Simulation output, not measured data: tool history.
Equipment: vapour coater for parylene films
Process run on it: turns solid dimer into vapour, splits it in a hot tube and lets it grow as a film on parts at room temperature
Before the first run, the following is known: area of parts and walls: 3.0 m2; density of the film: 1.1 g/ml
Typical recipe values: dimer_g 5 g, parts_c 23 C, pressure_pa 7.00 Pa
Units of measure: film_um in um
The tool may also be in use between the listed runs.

run 1 hour=0.0 | dimer_g=5 parts_c=23 pressure_pa=7.00 | film_um=0.90
run 2 hour=37.2 | dimer_g=5 parts_c=23 pressure_pa=3.56 | film_um=1.00
run 3 hour=68.7 | dimer_g=5 parts_c=23 pressure_pa=3.56 | film_um=0.96
run 4 hour=120.0 | dimer_g=3 parts_c=23 pressure_pa=7.00 | film_um=0.50
-- hour=168.6 trap's valve overhauled
run 5 hour=173.0 | dimer_g=2 parts_c=23 pressure_pa=7.00 | film_um=0.39
run 6 hour=224.5 | dimer_g=2 parts_c=23 pressure_pa=7.00 | film_um=0.38
run 7 hour=279.7 | dimer_g=5 parts_c=23 pressure_pa=7.00 | film_um=1.02
run 8 hour=313.9 | dimer_g=8 parts_c=23 pressure_pa=7.00 | film_um=1.61
run 9 hour=377.1 | dimer_g=7 parts_c=23 pressure_pa=7.00 | film_um=1.38
run 10 hour=411.8 | dimer_g=7 parts_c=23 pressure_pa=7.00 | film_um=1.38
run 11 hour=452.6 | dimer_g=5 parts_c=23 pressure_pa=7.00 | film_um=1.02
run 12 hour=481.2 | dimer_g=5 parts_c=23 pressure_pa=7.00 | film_um=1.03
run 13 hour=551.7 | dimer_g=5 parts_c=23 pressure_pa=7.00 | film_um=0.97
run 14 hour=593.3 | dimer_g=2 parts_c=23 pressure_pa=7.00 | film_um=0.40
run 15 hour=642.8 | dimer_g=2 parts_c=23 pressure_pa=7.00 | film_um=0.41
run 16 hour=695.5 | dimer_g=2 parts_c=23 pressure_pa=2.29 | film_um=0.46
run 17 hour=740.3 | dimer_g=2 parts_c=23 pressure_pa=2.29 | film_um=0.45
run 18 hour=791.4 | dimer_g=5 parts_c=23 pressure_pa=7.00 | film_um=0.97
run 19 hour=833.7 | dimer_g=5 parts_c=23 pressure_pa=7.00 | film_um=0.96
run 20 hour=881.0 | dimer_g=5 parts_c=23 pressure_pa=7.00 | film_um=0.93
run 21 hour=917.0 | dimer_g=5 parts_c=23 pressure_pa=7.00 | film_um=0.93
run 22 hour=952.3 | dimer_g=9 parts_c=23 pressure_pa=9.17 | film_um=1.66
run 23 hour=991.6 | dimer_g=3 parts_c=29 pressure_pa=7.00 | film_um=0.43
run 24 hour=1023.0 | dimer_g=3 parts_c=29 pressure_pa=10.06 | film_um=0.39
run 25 hour=1086.5 | dimer_g=2 parts_c=27 pressure_pa=2.38 | film_um=0.36
-- hour=1092.7 table's thermometer calibrated
run 26 hour=1133.5 | dimer_g=2 parts_c=23 pressure_pa=3.79 | film_um=0.42
run 27 hour=1175.6 | dimer_g=5 parts_c=31 pressure_pa=10.46 | film_um=0.59
run 28 hour=1244.8 | dimer_g=2 parts_c=17 pressure_pa=7.07 | film_um=0.46
-- hour=1252.4 trap's valve overhauled
run 29 hour=1277.3 | dimer_g=3 parts_c=20 pressure_pa=7.00 | film_um=0.71
run 30 hour=1343.0 | dimer_g=3 parts_c=34 pressure_pa=10.90 | film_um=0.35
run 31 hour=1408.8 | dimer_g=3 parts_c=34 pressure_pa=10.90 | film_um=0.36
run 32 hour=1464.1 | dimer_g=3 parts_c=34 pressure_pa=10.90 | film_um=0.33
-- hour=1478.4 table's thermometer calibrated, once more
run 33 hour=1504.8 | dimer_g=3 parts_c=33 pressure_pa=2.66 | film_um=0.41
run 34 hour=1543.2 | dimer_g=3 parts_c=33 pressure_pa=3.16 | film_um=0.41
run 35 hour=1573.2 | dimer_g=3 parts_c=17 pressure_pa=3.16 | film_um=0.89
run 36 hour=1641.6 | dimer_g=5 parts_c=26 pressure_pa=9.97 | film_um=0.80
run 37 hour=1671.8 | dimer_g=5 parts_c=21 pressure_pa=7.00 | film_um=1.07
run 38 hour=1709.3 | dimer_g=4 parts_c=24 pressure_pa=7.52 | film_um=0.74
run 39 hour=1779.2 | dimer_g=4 parts_c=24 pressure_pa=7.52 | film_um=0.71
run 40 hour=1814.4 | dimer_g=4 parts_c=26 pressure_pa=4.66 | film_um=0.70

What if the next run were any one of these 5? Each begins from the tool's condition after run 40:
run A hour=1849.3 | dimer_g=5 parts_c=19 pressure_pa=9.40 | film_um=?
run B hour=1849.3 | dimer_g=9 parts_c=30 pressure_pa=3.41 | film_um=?
run C hour=1849.3 | dimer_g=4 parts_c=16 pressure_pa=4.66 | film_um=?
run D hour=1849.3 | dimer_g=4 parts_c=33 pressure_pa=4.66 | film_um=?
run E hour=1849.3 | dimer_g=6 parts_c=17 pressure_pa=3.26 | film_um=?

run=A film_um=1.09
run=B film_um=1.36
run=C film_um=1.09
run=D film_um=0.48
run=E film_um=1.66
Without the tool's unlogged condition, the same runs would have read:
run=A film_um=1.15
run=B film_um=1.44
run=C film_um=1.16
run=D film_um=0.52
run=E film_um=1.76
